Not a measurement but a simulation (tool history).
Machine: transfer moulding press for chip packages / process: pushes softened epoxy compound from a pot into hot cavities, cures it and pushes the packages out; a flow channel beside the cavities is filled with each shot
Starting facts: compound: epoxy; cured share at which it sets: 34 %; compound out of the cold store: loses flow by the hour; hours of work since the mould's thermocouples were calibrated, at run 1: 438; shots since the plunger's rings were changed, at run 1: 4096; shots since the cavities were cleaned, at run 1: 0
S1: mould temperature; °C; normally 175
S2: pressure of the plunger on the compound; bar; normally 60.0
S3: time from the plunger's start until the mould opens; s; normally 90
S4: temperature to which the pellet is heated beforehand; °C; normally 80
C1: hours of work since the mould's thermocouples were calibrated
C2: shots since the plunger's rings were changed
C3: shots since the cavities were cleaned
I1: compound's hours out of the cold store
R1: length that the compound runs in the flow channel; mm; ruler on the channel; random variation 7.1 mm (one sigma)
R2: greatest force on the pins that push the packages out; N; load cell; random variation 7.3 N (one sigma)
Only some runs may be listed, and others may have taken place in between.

run 1 day=0.000 | S1=175 S2=60.0 S3=90 S4=80 | C1=438 C2=4096 C3=0 | I1=44.6 | R1=779 R2=324
-- day=2.475 cavities cleaned with cleaning compound and waxed
run 2 day=2.475 | S1=178 S2=60.0 S3=90 S4=80 | C1=466 C2=4609 C3=0 | I1=24.2 | R1=842 R2=297
-- day=5.012 cavities cleaned with cleaning compound and waxed
run 3 day=6.496 | S1=178 S2=60.0 S3=90 S4=80 | C1=513 C2=5450 C3=315 | I1=38.8 | R1=772 R2=448
-- day=7.521 cavities cleaned with cleaning compound and waxed
run 4 day=8.238 | S1=178 S2=60.0 S3=90 S4=80 | C1=532 C2=5807 C3=152 | I1=22.4 | R1=836 R2=374
-- day=10.138 cavities cleaned with cleaning compound and waxed
run 5 day=10.733 | S1=178 S2=60.0 S3=90 S4=80 | C1=560 C2=6324 C3=127 | I1=33.8 | R1=785 R2=369
-- day=12.600 cavities cleaned with cleaning compound and waxed
-- day=13.408 plunger's sealing rings changed
run 6 day=14.425 | S1=178 S2=60.0 S3=90 S4=80 | C1=602 C2=216 C3=365 | I1=17.0 | R1=897 R2=473
-- day=15.096 cavities cleaned with cleaning compound and waxed
-- day=17.533 cavities cleaned with cleaning compound and waxed
run 7 day=18.192 | S1=174 S2=60.0 S3=90 S4=80 | C1=644 C2=990 C3=140 | I1=36.8 | R1=827 R2=467
-- day=18.533 mould's thermocouples calibrated
-- day=20.050 cavities cleaned with cleaning compound and waxed
run 8 day=20.050 | S1=175 S2=60.0 S3=90 S4=85 | C1=17 C2=1354 C3=0 | I1=20.5 | R1=885 R2=310
-- day=22.404 cavities cleaned with cleaning compound and waxed
run 9 day=24.104 | S1=175 S2=47.9 S3=90 S4=85 | C1=63 C2=2202 C3=361 | I1=37.7 | R1=723 R2=462
-- day=24.729 cavities cleaned with cleaning compound and waxed
run 10 day=25.833 | S1=173 S2=74.3 S3=122 S4=77 | C1=83 C2=2557 C3=235 | I1=38.2 | R1=908 R2=369
-- day=27.117 cavities cleaned with cleaning compound and waxed
run 11 day=28.342 | S1=173 S2=74.3 S3=122 S4=77 | C1=111 C2=3076 C3=260 | I1=21.1 | R1=967 R2=379
-- day=29.600 cavities cleaned with cleaning compound and waxed
run 12 day=30.783 | S1=173 S2=74.3 S3=122 S4=77 | C1=139 C2=3582 C3=252 | I1=32.7 | R1=921 R2=403
-- day=31.925 cavities cleaned with cleaning compound and waxed
run 13 day=34.017 | S1=173 S2=74.3 S3=122 S4=77 | C1=176 C2=4256 C3=444 | I1=47.3 | R1=862 R2=433
-- day=34.342 cavities cleaned with cleaning compound and waxed
run 14 day=36.054 | S1=173 S2=74.3 S3=122 S4=77 | C1=199 C2=4676 C3=364 | I1=32.2 | R1=893 R2=398
-- day=36.708 cavities cleaned with cleaning compound and waxed
run 15 day=38.092 | S1=171 S2=60.0 S3=71 S4=80 | C1=222 C2=5095 C3=294 | I1=44.3 | R1=776 R2=987

Across each entry between runs, compare the hidden state at the last listed run before it with the hidden state at the first listed run after it:
From run 1 to run 2: cavities cleaned with cleaning compound and waxed (day 2.475)
  true mould temperature over the reading, C: -1.11 -> -1.18; pressure that reaches the compound, % of what is set: 91.93 -> 90.99; grip of the stained cavities, % over clean ones': 2.6 -> 0.8
  measured result minus the result with no hidden state, R1: -30 -> -36 mm; R2: +23 -> +13 N
From run 2 to run 3: cavities cleaned with cleaning compound and waxed (day 5.012)
  true mould temperature over the reading, C: -1.18 -> -1.3; pressure that reaches the compound, % of what is set: 90.99 -> 89.51; grip of the stained cavities, % over clean ones': 0.8 -> 59.1
  measured result minus the result with no hidden state, R1: -36 -> -41 mm; R2: +13 -> +175 N
From run 3 to run 4: cavities cleaned with cleaning compound and waxed (day 7.521)
  true mould temperature over the reading, C: -1.3 -> -1.34; pressure that reaches the compound, % of what is set: 89.51 -> 88.86; grip of the stained cavities, % over clean ones': 59.1 -> 32.3
  measured result minus the result with no hidden state, R1: -41 -> -46 mm; R2: +175 -> +105 N
From run 4 to run 5: cavities cleaned with cleaning compound and waxed (day 10.138)
  true mould temperature over the reading, C: -1.34 -> -1.41; pressure that reaches the compound, % of what is set: 88.86 -> 87.85; grip of the stained cavities, % over clean ones': 32.3 -> 28
  measured result minus the result with no hidden state, R1: -46 -> -49 mm; R2: +105 -> +92 N
From run 5 to run 6: cavities cleaned with cleaning compound and waxed (day 12.600); plunger's sealing rings changed (day 13.408)
  true mould temperature over the reading, C: -1.41 -> -1.51; pressure that reaches the compound, % of what is set: 87.85 -> 99.04; grip of the stained cavities, % over clean ones': 28 -> 62.3
  measured result minus the result with no hidden state, R1: -49 -> +1 mm; R2: +92 -> +195 N
From run 6 to run 7: cavities cleaned with cleaning compound and waxed (day 15.096); cavities cleaned with cleaning compound and waxed (day 17.533)
  true mould temperature over the reading, C: -1.51 -> -1.61; pressure that reaches the compound, % of what is set: 99.04 -> 97.68; grip of the stained cavities, % over clean ones': 62.3 -> 33.1
  measured result minus the result with no hidden state, R1: +1 -> -5 mm; R2: +195 -> +146 N
From run 7 to run 8: mould's thermocouples calibrated (day 18.533); cavities cleaned with cleaning compound and waxed (day 20.050)
  true mould temperature over the reading, C: -1.61 -> 0.34; pressure that reaches the compound, % of what is set: 97.68 -> 97.03; grip of the stained cavities, % over clean ones': 33.1 -> 1.9
  measured result minus the result with no hidden state, R1: -5 -> -15 mm; R2: +146 -> +1 N
From run 8 to run 9: cavities cleaned with cleaning compound and waxed (day 22.404)
  true mould temperature over the reading, C: 0.34 -> 0.22; pressure that reaches the compound, % of what is set: 97.03 -> 95.46; grip of the stained cavities, % over clean ones': 1.9 -> 61.3
  measured result minus the result with no hidden state, R1: -15 -> -18 mm; R2: +1 -> +172 N
From run 9 to run 10: cavities cleaned with cleaning compound and waxed (day 24.729)
  true mould temperature over the reading, C: 0.22 -> 0.17; pressure that reaches the compound, % of what is set: 95.46 -> 94.79; grip of the stained cavities, % over clean ones': 61.3 -> 46.6
  measured result minus the result with no hidden state, R1: -18 -> -25 mm; R2: +172 -> +118 N
From run 10 to run 11: cavities cleaned with cleaning compound and waxed (day 27.117)
  true mould temperature over the reading, C: 0.17 -> 0.1; pressure that reaches the compound, % of what is set: 94.79 -> 93.93; grip of the stained cavities, % over clean ones': 46.6 -> 49.9
  measured result minus the result with no hidden state, R1: -25 -> -32 mm; R2: +118 -> +125 N
From run 11 to run 12: cavities cleaned with cleaning compound and waxed (day 29.600)
  true mould temperature over the reading, C: 0.1 -> 0.03; pressure that reaches the compound, % of what is set: 93.93 -> 92.98; grip of the stained cavities, % over clean ones': 49.9 -> 50.6
  measured result minus the result with no hidden state, R1: -32 -> -34 mm; R2: +125 -> +132 N
From run 12 to run 13: cavities cleaned with cleaning compound and waxed (day 31.925)
  true mould temperature over the reading, C: 0.03 -> -0.06; pressure that reaches the compound, % of what is set: 92.98 -> 91.82; grip of the stained cavities, % over clean ones': 50.6 -> 72
  measured result minus the result with no hidden state, R1: -34 -> -37 mm; R2: +132 -> +182 N
From run 13 to run 14: cavities cleaned with cleaning compound and waxed (day 34.342)
  true mould temperature over the reading, C: -0.06 -> -0.11; pressure that reaches the compound, % of what is set: 91.82 -> 91.14; grip of the stained cavities, % over clean ones': 72 -> 62.3
  measured result minus the result with no hidden state, R1: -37 -> -42 mm; R2: +182 -> +156 N
From run 14 to run 15: cavities cleaned with cleaning compound and waxed (day 36.708)
  true mould temperature over the reading, C: -0.11 -> -0.17; pressure that reaches the compound, % of what is set: 91.14 -> 90.37; grip of the stained cavities, % over clean ones': 62.3 -> 55.5
  measured result minus the result with no hidden state, R1: -42 -> -40 mm; R2: +156 -> +359 N
